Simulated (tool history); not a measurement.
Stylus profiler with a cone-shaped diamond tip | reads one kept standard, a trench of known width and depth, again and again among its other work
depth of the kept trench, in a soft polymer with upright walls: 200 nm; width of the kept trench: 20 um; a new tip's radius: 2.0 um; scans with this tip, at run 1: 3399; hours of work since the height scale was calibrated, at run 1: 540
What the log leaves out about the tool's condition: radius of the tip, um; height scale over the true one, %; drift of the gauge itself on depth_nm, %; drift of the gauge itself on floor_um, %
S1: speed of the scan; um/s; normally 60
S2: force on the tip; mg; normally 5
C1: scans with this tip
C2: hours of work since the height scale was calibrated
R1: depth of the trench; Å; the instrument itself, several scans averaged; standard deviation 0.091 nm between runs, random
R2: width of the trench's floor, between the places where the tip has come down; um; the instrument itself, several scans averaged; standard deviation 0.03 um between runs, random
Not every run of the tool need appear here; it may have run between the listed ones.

run 1 hour=0 | S1=60 S2=5 | C1=3399 C2=540 | R1=2027.5 R2=17.99
run 2 hour=59.7 | S1=60 S2=5 | C1=3624 C2=576 | R1=2029.3 R2=17.91
run 3 hour=105.8 | S1=60 S2=5 | C1=3798 C2=603 | R1=2028.1 R2=17.94
run 4 hour=133.4 | S1=60 S2=6.02 | C1=3902 C2=620 | R1=2030.4 R2=17.95
run 5 hour=193.5 | S1=60 S2=6.96 | C1=4128 C2=656 | R1=2034.1 R2=17.96
run 6 hour=236.2 | S1=60 S2=6.96 | C1=4289 C2=682 | R1=2034.2 R2=17.98
run 7 hour=282.6 | S1=60 S2=5 | C1=4464 C2=709 | R1=2029.6 R2=17.94
run 8 hour=338.4 | S1=60 S2=5 | C1=4675 C2=743 | R1=2030.1 R2=17.97
run 9 hour=394.7 | S1=60 S2=5 | C1=4887 C2=776 | R1=2027.7 R2=17.93
run 10 hour=424.1 | S1=72 S2=3.56 | C1=4998 C2=794 | R1=2023.9 R2=17.85
run 11 hour=485.6 | S1=72 S2=3.56 | C1=5229 C2=831 | R1=2024.4 R2=17.84
run 12 hour=512.4 | S1=230 S2=2.61 | C1=5330 C2=847 | R1=2022.7 R2=17.14
run 13 hour=550 | S1=22 S2=2.37 | C1=5472 C2=869 | R1=2020 R2=17.98
run 14 hour=586 | S1=144 S2=1.77 | C1=5608 C2=891 | R1=2018.1 R2=17.34
run 15 hour=613.7 | S1=23 S2=1.77 | C1=5712 C2=907 | R1=2016.4 R2=17.98
run 16 hour=654.9 | S1=23 S2=1.77 | C1=5867 C2=932 | R1=2018.4 R2=17.88
run 17 hour=702.9 | S1=23 S2=1.77 | C1=6048 C2=961 | R1=2017.9 R2=17.91
run 18 hour=750.8 | S1=28 S2=10.56 | C1=6229 C2=990 | R1=2045.3 R2=17.96

5 ways to go on from here, each from the tool as it stands after run 18. What would each give?
run A hour=807.4 | S1=178 S2=10.28 | C1=6442 C2=1023 | R1=? R2=?
run B hour=807.4 | S1=102 S2=3.12 | C1=6442 C2=1023 | R1=? R2=?
run C hour=807.4 | S1=28 S2=5 | C1=6442 C2=1023 | R1=? R2=?
run D hour=807.4 | S1=19 S2=11.19 | C1=6442 C2=1023 | R1=? R2=?
run E hour=807.4 | S1=60 S2=2.59 | C1=6442 C2=1023 | R1=? R2=?

run=A R1=2046.4 R2=17.63
run=B R1=2026.3 R2=17.66
run=C R1=2030 R2=17.99
run=D R1=2046.8 R2=18
run=E R1=2023.2 R2=17.75
Without the tool's unlogged condition, the same runs would have read:
run=A R1=2039 R2=17.85
run=B R1=2018.9 R2=17.87
run=C R1=2022.7 R2=18.21
run=D R1=2039.4 R2=18.21
run=E R1=2015.8 R2=17.96
